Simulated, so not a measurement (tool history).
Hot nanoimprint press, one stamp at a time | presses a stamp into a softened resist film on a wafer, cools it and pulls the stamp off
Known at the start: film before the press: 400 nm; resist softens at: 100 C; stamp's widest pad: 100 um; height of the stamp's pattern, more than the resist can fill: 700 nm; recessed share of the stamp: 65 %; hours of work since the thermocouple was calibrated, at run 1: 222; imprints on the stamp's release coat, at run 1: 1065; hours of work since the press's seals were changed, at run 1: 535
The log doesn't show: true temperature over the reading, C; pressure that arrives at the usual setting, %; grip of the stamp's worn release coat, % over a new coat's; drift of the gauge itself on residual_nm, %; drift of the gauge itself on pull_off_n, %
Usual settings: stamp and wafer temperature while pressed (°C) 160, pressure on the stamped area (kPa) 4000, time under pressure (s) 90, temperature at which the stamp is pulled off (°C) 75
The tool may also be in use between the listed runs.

run	day	stamp and wafer temperature while pressed (°C)	pressure on the stamped area (kPa)	time under pressure (s)	temperature at which the stamp is pulled off (°C)	hours of work since the thermocouple was calibrated	imprints on the stamp's release coat	hours of work since the press's seals were changed	resist left under the stamp's widest pad (angstrom)	greatest force while the stamp is pulled off (N)
1	0	160	4000	90	75	222	1065	535	1763	166
2	0.446	160	4000	90	75	229	1112	542	1774	166
3	0.829	160	4000	90	75	235	1152	548	1744	167
4	1.221	160	4000	106	75	241	1194	554	1664	171
5	2.025	160	4000	90	75	253	1278	567	1772	169
6	2.738	160	4000	90	75	264	1354	578	1750	173
7	3.642	160	4000	90	75	278	1449	592	1793	171
8	4.279	163	4000	90	75	288	1516	602	1467	173
9	4.721	163	4000	90	75	295	1563	608	1463	170
10	5.546	163	4000	90	75	308	1650	621	1472	172
11	6.079	163	4000	90	75	316	1706	629	1474	170
12	6.967	163	4000	90	75	330	1799	643	1486	174
13	7.483	163	4000	90	75	338	1854	651	1486	180
# day 8.375: stamp cleaned and given a new release coat
14	8.525	163	4000	90	75	350	15	663	1475	154
15	9.254	158	4000	64	80	361	92	675	2275	142
# day 9.421: plate thermocouple calibrated
16	10.012	160	3480	124	75	9	159	684	1722	161
17	10.896	160	3480	124	75	23	252	698	1727	160
18	11.467	151	4480	90	80	32	312	707	2886	142
# day 12.333: plate thermocouple calibrated, once more
19	12.479	151	4480	90	80	2	406	721	2746	138
20	13.375	164	3370	150	75	16	500	735	1158	158
21	13.829	160	3780	47	75	23	548	742	2198	160

The next listed run, before its measurement:
22	14.604	155	4000	90	81	35	630	754	?	?

Run 22 gave resist left under the stamp's widest pad (angstrom) 2328, greatest force while the stamp is pulled off (N) 140.
Without the tool's hidden state the same run would have given resist left under the stamp's widest pad (angstrom) 2318, greatest force while the stamp is pulled off (N) 134.

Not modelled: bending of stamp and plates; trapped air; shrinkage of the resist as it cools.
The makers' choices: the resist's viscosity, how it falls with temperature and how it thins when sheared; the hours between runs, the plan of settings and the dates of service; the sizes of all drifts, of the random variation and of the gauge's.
